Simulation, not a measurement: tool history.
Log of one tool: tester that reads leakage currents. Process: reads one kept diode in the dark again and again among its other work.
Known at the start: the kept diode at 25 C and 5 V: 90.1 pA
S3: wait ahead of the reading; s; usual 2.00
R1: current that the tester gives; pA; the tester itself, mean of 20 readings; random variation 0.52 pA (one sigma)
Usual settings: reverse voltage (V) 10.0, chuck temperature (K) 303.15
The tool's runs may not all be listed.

run 1 day=0.000 | reverse_voltage_(V)=10.0 chuck_temperature_(K)=303.15 S3=2.00 | R1=172.90
run 2 day=3.242 | reverse_voltage_(V)=10.0 chuck_temperature_(K)=303.15 S3=2.00 | R1=174.02
-- day=8.842 probe card cleaned and baked
run 3 day=9.158 | reverse_voltage_(V)=10.0 chuck_temperature_(K)=303.15 S3=2.00 | R1=173.81
run 4 day=13.258 | reverse_voltage_(V)=3.1 chuck_temperature_(K)=303.15 S3=2.00 | R1=114.61
run 5 day=17.121 | reverse_voltage_(V)=10.0 chuck_temperature_(K)=303.15 S3=2.00 | R1=172.52
run 6 day=20.246 | reverse_voltage_(V)=10.0 chuck_temperature_(K)=303.15 S3=2.00 | R1=173.30
run 7 day=25.921 | reverse_voltage_(V)=10.0 chuck_temperature_(K)=303.15 S3=2.00 | R1=171.73
run 8 day=29.362 | reverse_voltage_(V)=10.0 chuck_temperature_(K)=303.15 S3=2.00 | R1=172.83
run 9 day=32.096 | reverse_voltage_(V)=10.0 chuck_temperature_(K)=315.15 S3=2.00 | R1=434.04
run 10 day=34.933 | reverse_voltage_(V)=10.0 chuck_temperature_(K)=303.15 S3=2.00 | R1=172.33
run 11 day=40.433 | reverse_voltage_(V)=10.0 chuck_temperature_(K)=303.15 S3=2.00 | R1=174.41
run 12 day=44.400 | reverse_voltage_(V)=10.0 chuck_temperature_(K)=303.15 S3=2.00 | R1=172.55
-- day=46.312 chuck's temperature calibrated
run 13 day=48.929 | reverse_voltage_(V)=10.0 chuck_temperature_(K)=303.15 S3=2.00 | R1=173.33
run 14 day=51.912 | reverse_voltage_(V)=10.0 chuck_temperature_(K)=303.15 S3=2.00 | R1=173.76
run 15 day=57.125 | reverse_voltage_(V)=10.0 chuck_temperature_(K)=303.15 S3=0.35 | R1=174.46
run 16 day=60.700 | reverse_voltage_(V)=10.0 chuck_temperature_(K)=303.15 S3=2.00 | R1=173.35
run 17 day=63.700 | reverse_voltage_(V)=3.1 chuck_temperature_(K)=303.15 S3=8.69 | R1=114.96
run 18 day=67.683 | reverse_voltage_(V)=3.5 chuck_temperature_(K)=303.15 S3=3.55 | R1=119.31
run 19 day=70.108 | reverse_voltage_(V)=14.1 chuck_temperature_(K)=294.15 S3=5.16 | R1=92.98
run 20 day=73.346 | reverse_voltage_(V)=14.1 chuck_temperature_(K)=294.15 S3=5.16 | R1=92.96
run 21 day=78.954 | reverse_voltage_(V)=2.1 chuck_temperature_(K)=305.15 S3=4.29 | R1=117.79
run 22 day=81.575 | reverse_voltage_(V)=2.1 chuck_temperature_(K)=305.15 S3=4.29 | R1=117.70
run 23 day=84.462 | reverse_voltage_(V)=2.6 chuck_temperature_(K)=330.15 S3=1.61 | R1=790.45
run 24 day=90.217 | reverse_voltage_(V)=19.7 chuck_temperature_(K)=333.15 S3=0.91 | R1=1955.80
run 25 day=94.471 | reverse_voltage_(V)=19.7 chuck_temperature_(K)=333.15 S3=0.91 | R1=1951.94
run 26 day=96.833 | reverse_voltage_(V)=1.4 chuck_temperature_(K)=296.15 S3=2.00 | R1=48.83
run 27 day=100.454 | reverse_voltage_(V)=10.0 chuck_temperature_(K)=320.15 S3=2.00 | R1=628.58
run 28 day=103.804 | reverse_voltage_(V)=5.5 chuck_temperature_(K)=320.15 S3=9.86 | R1=507.91
run 29 day=107.917 | reverse_voltage_(V)=5.5 chuck_temperature_(K)=320.15 S3=9.86 | R1=509.30
run 30 day=112.812 | reverse_voltage_(V)=5.5 chuck_temperature_(K)=320.15 S3=9.86 | R1=508.24
run 31 day=115.512 | reverse_voltage_(V)=5.5 chuck_temperature_(K)=296.15 S3=5.04 | R1=78.82

Forecast each of these 5 alternatives for the next run:
-- day=118.888 probe card cleaned and baked
run A day=120.138 | reverse_voltage_(V)=1.6 chuck_temperature_(K)=303.15 S3=2.96 | R1=?
-- day=118.888 probe card cleaned and baked
run B day=120.138 | reverse_voltage_(V)=12.7 chuck_temperature_(K)=314.15 S3=2.43 | R1=?
-- day=118.888 probe card cleaned and baked
run C day=120.138 | reverse_voltage_(V)=5.5 chuck_temperature_(K)=296.15 S3=0.57 | R1=?
-- day=118.888 probe card cleaned and baked
run D day=120.138 | reverse_voltage_(V)=1.6 chuck_temperature_(K)=295.15 S3=5.04 | R1=?
-- day=118.888 probe card cleaned and baked
run E day=120.138 | reverse_voltage_(V)=5.5 chuck_temperature_(K)=296.15 S3=3.22 | R1=?

run=A R1=91.17
run=B R1=442.65
run=C R1=79.48
run=D R1=47.11
run=E R1=79.28
Without the tool's hidden state the same runs would have given:
run=A R1=91.19
run=B R1=442.75
run=C R1=79.50
run=D R1=47.12
run=E R1=79.30

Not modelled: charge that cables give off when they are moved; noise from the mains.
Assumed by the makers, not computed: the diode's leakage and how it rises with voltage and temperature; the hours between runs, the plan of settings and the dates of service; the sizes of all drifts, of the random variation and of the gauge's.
